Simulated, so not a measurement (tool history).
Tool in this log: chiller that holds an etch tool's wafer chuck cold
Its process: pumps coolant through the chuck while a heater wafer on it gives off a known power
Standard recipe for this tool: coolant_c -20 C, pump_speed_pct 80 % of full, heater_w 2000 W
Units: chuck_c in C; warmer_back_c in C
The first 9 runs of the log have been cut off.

| run | hour | coolant_c | pump_speed_pct | heater_w | hours since the coolant was changed and the channels were flushed | hours since the pump was overhauled | hours since the chiller's thermometer was calibrated | chuck_c | warmer_back_c |
|---|---|---|---|---|---|---|---|---|---|
| 10 | 690.2 | -20 | 80 | 2000 | 3965 | 3296 | 3796 | -5.2 | 4.72 |
| 11 | 802.6 | -20 | 80 | 2000 | 4078 | 3408 | 3908 | -5.2 | 4.78 |
| 12 | 870.8 | -20 | 80 | 2000 | 4146 | 3476 | 3976 | -5.4 | 4.68 |
| 13 | 923.8 | -20 | 80 | 2000 | 4199 | 3529 | 4029 | -5.3 | 4.72 |
| 14 | 992.6 | -20 | 86 | 2000 | 4268 | 3598 | 4098 | -6.1 | 4.37 |
| 15 | 1113.8 | -20 | 86 | 1083 | 4389 | 3719 | 4219 | -12.6 | 2.29 |
| 16 | 1231.9 | -20 | 86 | 1083 | 4507 | 3837 | 4337 | -12.5 | 2.26 |
| 17 | 1303.3 | -29 | 73 | 1655 | 4578 | 3909 | 4409 | -15.8 | 4.23 |
| 18 | 1357.3 | -21 | 80 | 1055 | 4632 | 3963 | 4463 | -13.2 | 2.32 |
| 19 | 1414.5 | -21 | 80 | 1055 | 4690 | 4020 | 4520 | -13.2 | 2.37 |
| 20 | 1531.5 | -21 | 80 | 1055 | 4807 | 4137 | 4637 | -13.1 | 2.26 |
| 21 | 1621.1 | -18 | 82 | 1353 | 4896 | 4227 | 4726 | -8.2 | 2.89 |
| 22 | 1713.1 | -11 | 82 | 1353 | 4988 | 4319 | 4819 | -1.3 | 2.90 |
| 23 | 1827.8 | -26 | 71 | 2576 | 5103 | 4433 | 4933 | -4.9 | 6.73 |
|  | 1848.8 | gauge calibrated |
| 24 | 1926.2 | -20 | 89 | 2000 | 5201 | 4532 | 5032 | -6.6 | 4.32 |
| 25 | 1991.9 | -16 | 85 | 1748 | 5267 | 4597 | 5097 | -4.0 | 3.98 |
| 26 | 2104.3 | -23 | 80 | 2884 | 5379 | 4710 | 5210 | -1.8 | 6.96 |
| 27 | 2204.0 | -30 | 64 | 2884 | 5479 | 4810 | 5309 | -4.0 | 8.79 |
| 28 | 2306.5 | -20 | 86 | 2103 | 5582 | 4912 | 5412 | -5.6 | 4.64 |
|  | 2384.5 | coolant changed, channels flushed |
| 29 | 2424.0 | -20 | 86 | 2103 | 40 | 5024 | 5523 | -5.6 | 4.66 |
| 30 | 2525.3 | -20 | 86 | 2103 | 141 | 5125 | 5625 | -5.5 | 4.64 |
| 31 | 2602.0 | -19 | 77 | 1345 | 218 | 5202 | 5701 | -8.8 | 3.26 |

What if the next run were any one of these 4? Each begins from the tool's condition after run 31:
| A | 2677.9 | -23 | 77 | 1262 | 293 | 5277 | 5777 | ? | ? |
| B | 2677.9 | -10 | 96 | 1345 | 293 | 5277 | 5777 | ? | ? |
| C | 2677.9 | -12 | 87 | 2842 | 293 | 5277 | 5777 | ? | ? |
| D | 2677.9 | -20 | 83 | 2000 | 293 | 5277 | 5777 | ? | ? |

| run | chuck_c | warmer_back_c |
|---|---|---|
| A | -13.4 | 3.03 |
| B | -1.7 | 2.58 |
| C | 7.5 | 6.26 |
| D | -5.7 | 4.56 |
The same runs, with their run-to-run variation unchanged, on a tool lacking any hidden condition would have given:
| run | chuck_c | warmer_back_c |
|---|---|---|
| A | -13.4 | 3.17 |
| B | -1.6 | 2.71 |
| C | 7.5 | 6.39 |
| D | -5.7 | 4.70 |
